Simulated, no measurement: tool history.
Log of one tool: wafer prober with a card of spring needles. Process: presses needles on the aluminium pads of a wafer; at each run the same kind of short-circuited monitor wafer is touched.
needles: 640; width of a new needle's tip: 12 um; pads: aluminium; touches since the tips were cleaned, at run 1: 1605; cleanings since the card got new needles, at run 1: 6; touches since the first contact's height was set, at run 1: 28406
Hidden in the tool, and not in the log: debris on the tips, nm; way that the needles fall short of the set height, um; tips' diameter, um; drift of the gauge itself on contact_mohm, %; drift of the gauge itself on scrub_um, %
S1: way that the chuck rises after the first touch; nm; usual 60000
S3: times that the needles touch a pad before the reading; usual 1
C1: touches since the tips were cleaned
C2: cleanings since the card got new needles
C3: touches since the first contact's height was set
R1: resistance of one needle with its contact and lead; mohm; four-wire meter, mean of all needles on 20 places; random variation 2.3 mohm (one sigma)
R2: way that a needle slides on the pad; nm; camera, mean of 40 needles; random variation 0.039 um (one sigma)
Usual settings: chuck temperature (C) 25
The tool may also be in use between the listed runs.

Run 1, day 0: usual settings; C1 1605; C2 6; C3 28406. Result: R1 307 mohm, R2 16070 nm.
At day 0.358: tips cleaned on abrasive film.
Run 2, day 0.496: usual settings but S3 2; C1 1137; C2 7; C3 32379. Result: R1 344 mohm, R2 15990 nm.
At day 0.892: tips cleaned on abrasive film.
Run 3, day 0.946: usual settings but S3 2; C1 418; C2 8; C3 35950. Result: R1 273 mohm, R2 16000 nm.
At day 1.421: tips cleaned on abrasive film.
Run 4, day 1.671: usual settings but chuck temperature (C) 68, S3 2; C1 2004; C2 9; C3 41755. Result: R1 300 mohm, R2 15910 nm.
At day 1.954: tips cleaned on abrasive film.
Run 5, day 2.233: usual settings but chuck temperature (C) 27, S3 2; C1 2246; C2 10; C3 46241. Result: R1 298 mohm, R2 15960 nm.
At day 2.508: tips cleaned on abrasive film.
Run 6, day 2.683: usual settings but S1 48000 nm; C1 1404; C2 11; C3 49849. Result: R1 328 mohm, R2 12690 nm.
At day 2.758: tips cleaned on abrasive film, once more.
Run 7, day 3.221: usual settings but S1 48000 nm; C1 3743; C2 12; C3 54147. Result: R1 393 mohm, R2 12670 nm.
At day 3.283: tips cleaned on abrasive film.
Run 8, day 3.621: usual settings but S3 3; C1 2741; C2 13; C3 57343. Result: R1 286 mohm, R2 15910 nm.
At day 3.825: tips cleaned on abrasive film.
Run 9, day 4.033: usual settings but chuck temperature (C) 28, S3 3; C1 1652; C2 14; C3 60609. Result: R1 275 mohm, R2 15810 nm.
At day 4.333: tips cleaned on abrasive film.
Run 10, day 4.529: usual settings but S1 73000 nm, chuck temperature (C) 30; C1 1585; C2 15; C3 64587. Result: R1 296 mohm, R2 19390 nm.
At day 4.85: tips cleaned on abrasive film.
Run 11, day 5.25: usual settings but S1 74000 nm, chuck temperature (C) 54, S3 2; C1 3217; C2 16; C3 70353. Result: R1 296 mohm, R2 19590 nm.
At day 5.425: tips cleaned on abrasive film.
Run 12, day 5.688: usual settings but S1 74000 nm, chuck temperature (C) 54, S3 2; C1 2122; C2 17; C3 73856. Result: R1 286 mohm, R2 19620 nm.
At day 6: tips cleaned on abrasive film.
Run 13, day 6.454: usual settings; C1 3658; C2 18; C3 79978. Result: R1 359 mohm, R2 15720 nm.
At day 6.521: tips cleaned on abrasive film.
At day 7.05: tips cleaned on abrasive film.
Run 14, day 7.221: usual settings but chuck temperature (C) 112; C1 1360; C2 20; C3 86082. Result: R1 317 mohm, R2 15820 nm.
At day 7.592: tips cleaned on abrasive film.
Run 15, day 7.908: usual settings but chuck temperature (C) 112; C1 2554; C2 21; C3 91602. Result: R1 349 mohm, R2 15720 nm.

Some steps in R1 between neighbouring runs. How much of each would the tool show without its hidden state too (settings, what came in, random variation), and how much is left for the hidden state, with any gauge scatter that isn't in both results?
Run 7 -> 8: S1 48000 -> 60000, S3 1 -> 3, tips cleaned on abrasive film. R1 -107 mohm: hidden state -106, all else -1.
